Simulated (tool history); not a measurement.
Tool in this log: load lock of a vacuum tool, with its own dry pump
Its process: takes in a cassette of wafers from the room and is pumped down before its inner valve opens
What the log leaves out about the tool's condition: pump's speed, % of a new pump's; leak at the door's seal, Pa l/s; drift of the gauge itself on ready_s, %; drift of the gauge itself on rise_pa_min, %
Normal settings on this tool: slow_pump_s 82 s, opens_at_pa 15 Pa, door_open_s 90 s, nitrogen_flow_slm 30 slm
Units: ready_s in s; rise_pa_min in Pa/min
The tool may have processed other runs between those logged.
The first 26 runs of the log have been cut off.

run     hour  slow_pump_s  opens_at_pa  door_open_s  nitrogen_flow_slm  hours that the pump has run since its overhaul  times that the door has closed on its seal  incoming humidity of the room's air, %  ready_s  rise_pa_min
 27   7224.6          102           20           79                  6                                           17622                                        2816                                    46.6    155.5        0.044
 28   7513.5          102           17           79                 22                                           17911                                        3361                                    44.9    158.6        0.036
 29   7727.9           83           23           48                  5                                           18126                                        3766                                    40.4    140.8        0.038
 30   7927.3           82           15          192                 30                                           18325                                        4142                                    45.9    143.7        0.043
 31   8284.2           82           15          192                 30                                           18682                                        4815                                    45.6    143.5        0.047
 32   8467.8          124           15          192                  5                                           18865                                        5161                                    46.7    174.1        0.067
 33   8662.6          124           15          192                  5                                           19060                                        5529                                    45.4    175.5        0.060
      9017.3  -- dry pump taken out, an overhauled one fitted
 34   9020.5          124           15          192                  5                                               3                                        6192                                    46.5    170.3        0.073
 35   9352.7           82           28           90                 30                                             335                                        6819                                    44.5    132.0        0.056
 36   9693.1           52           28           54                 30                                             676                                        7461                                    47.1    107.6        0.059
 37  10030.3           82           15           90                  8                                            1013                                        8097                                    45.2    136.5        0.080

4 options for the next run, each taken on its own from the tool as it stands now. Forecast them:
  A  10411.1           82           20          125                 18                                            1394                                        8816                                    45.6        ?            ?
  B  10411.1           42           15           36                  8                                            1394                                        8816                                    46.5        ?            ?
  C  10411.1           71           25           55                 30                                            1394                                        8816                                    46.0        ?            ?
  D  10411.1           82           21           90                  6                                            1394                                        8816                                    45.3        ?            ?

run  ready_s  rise_pa_min
  A    134.2        0.074
  B    105.6        0.071
  C    124.1        0.065
  D    135.1        0.081
Without the tool's unlogged condition, the same runs would have read:
run  ready_s  rise_pa_min
  A    133.5        0.027
  B    104.7        0.024
  C    123.4        0.018
  D    134.3        0.035
